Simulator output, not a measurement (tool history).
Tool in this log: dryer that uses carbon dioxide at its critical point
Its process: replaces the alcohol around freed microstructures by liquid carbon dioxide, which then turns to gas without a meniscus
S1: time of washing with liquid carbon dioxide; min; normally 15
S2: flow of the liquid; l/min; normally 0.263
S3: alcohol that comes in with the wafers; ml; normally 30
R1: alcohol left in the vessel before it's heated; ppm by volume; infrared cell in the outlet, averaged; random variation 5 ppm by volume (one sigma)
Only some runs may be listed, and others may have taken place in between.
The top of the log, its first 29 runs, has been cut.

Run 30, hour 246.5: usual settings but S1 23 min, S2 0.165 l/min, S3 37 ml. Result: R1 201 ppm by volume.
Run 31, hour 255.8: usual settings but S1 17 min, S3 63 ml. Result: R1 122 ppm by volume.
Run 32, hour 261.8: usual settings but S1 12 min, S2 0.236 l/min, S3 21 ml. Result: R1 430 ppm by volume.
Run 33, hour 273.1: usual settings but S1 12 min, S2 0.236 l/min, S3 21 ml. Result: R1 454 ppm by volume.
Run 34, hour 280.0: usual settings but S1 12 min, S2 0.236 l/min, S3 21 ml. Result: R1 465 ppm by volume.
Run 35, hour 287.8: usual settings but S1 23 min, S2 0.336 l/min. Result: R1 39 ppm by volume.
Run 36, hour 297.0: usual settings but S1 23 min, S2 0.312 l/min, S3 95 ml. Result: R1 43 ppm by volume.
At hour 302.4: inlet filter changed.
Run 37, hour 304.2: usual settings but S1 19 min, S2 0.312 l/min, S3 95 ml. Result: R1 41 ppm by volume.
Run 38, hour 315.8: usual settings but S1 20 min, S2 0.206 l/min. Result: R1 76 ppm by volume.
Run 39, hour 327.2: usual settings but S1 13 min, S2 0.314 l/min. Result: R1 71 ppm by volume.
Run 40, hour 336.4: usual settings but S1 22 min. Result: R1 44 ppm by volume.
Run 41, hour 345.4: usual settings but S2 0.418 l/min, S3 41 ml. Result: R1 45 ppm by volume.
Run 42, hour 357.8: usual settings but S2 0.170 l/min. Result: R1 697 ppm by volume.
Run 43, hour 367.0: usual settings but S1 23 min, S2 0.168 l/min, S3 47 ml. Result: R1 142 ppm by volume.
Run 44, hour 379.1: usual settings but S1 23 min, S2 0.168 l/min, S3 47 ml. Result: R1 142 ppm by volume.
Run 45, hour 388.5: usual settings but S2 0.445 l/min, S3 39 ml. Result: R1 52 ppm by volume.
Run 46, hour 398.1: usual settings but S2 0.445 l/min, S3 39 ml. Result: R1 50 ppm by volume.
Run 47, hour 410.4: usual settings but S2 0.174 l/min, S3 23 ml. Result: R1 518 ppm by volume.

Forecast each of these 3 alternatives for the next run:
Run A, hour 419.0: usual settings but S1 21 min, S2 0.174 l/min, S3 23 ml. Result: R1 ?.
Run B, hour 419.0: usual settings but S1 21 min, S2 0.174 l/min, S3 23 ml. Result: R1 ?.
Run C, hour 419.0: usual settings but S1 14 min, S2 0.194 l/min, S3 81 ml. Result: R1 ?.

run    R1
  A   116
  B   114
  C  1356
With no hidden state in the tool, these same runs would have given:
run    R1
  A    65
  B    66
  C  1185
